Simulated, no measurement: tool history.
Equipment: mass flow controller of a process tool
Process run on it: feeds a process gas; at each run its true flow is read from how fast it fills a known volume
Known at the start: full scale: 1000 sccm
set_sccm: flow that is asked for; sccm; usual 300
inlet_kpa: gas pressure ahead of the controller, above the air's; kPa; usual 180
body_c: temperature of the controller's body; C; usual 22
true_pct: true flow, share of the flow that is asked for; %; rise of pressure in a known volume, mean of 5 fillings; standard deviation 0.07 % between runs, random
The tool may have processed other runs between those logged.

| run | day | set_sccm | inlet_kpa | body_c | true_pct |
|---|---|---|---|---|---|
| 1 | 0 | 300 | 180 | 22 | 98.65 |
| 2 | 3.962 | 237 | 180 | 22 | 98.64 |
| 3 | 5.9 | 300 | 233 | 22 | 98.43 |
| 4 | 9.762 | 300 | 233 | 22 | 98.6 |
| 5 | 13.488 | 300 | 192 | 22 | 98.68 |
| 6 | 15.796 | 300 | 192 | 22 | 98.69 |
| 7 | 17.825 | 169 | 180 | 22 | 98.82 |
| 8 | 19.992 | 300 | 180 | 22 | 98.73 |
| 9 | 23.279 | 300 | 252 | 22 | 98.62 |
| 10 | 27.092 | 300 | 252 | 22 | 98.74 |
| 11 | 29.812 | 300 | 252 | 22 | 98.76 |
| 12 | 31.971 | 300 | 180 | 22 | 99.02 |
| 13 | 35.488 | 300 | 180 | 22 | 99.24 |
| 14 | 38.367 | 300 | 180 | 22 | 99.13 |
| 15 | 40.821 | 300 | 180 | 22 | 99.07 |
| 16 | 42.742 | 300 | 180 | 22 | 99.15 |
| 17 | 44.975 | 300 | 180 | 29 | 99.59 |
| 18 | 48.375 | 970 | 149 | 22 | 100.64 |
| 19 | 51.367 | 419 | 182 | 33 | 100.07 |
| 20 | 53.325 | 581 | 190 | 33 | 100.28 |
| 21 | 55.079 | 348 | 203 | 22 | 99.19 |
| 22 | 58.008 | 639 | 164 | 34 | 100.76 |

Run 23 has not been measured yet. What should we expect?
| 23 | 61.208 | 639 | 164 | 34 | ? |

Logged for run 23: true_pct 100.71 %.
Had the tool carried no hidden state, the very same run would have given true_pct 99.62 %.
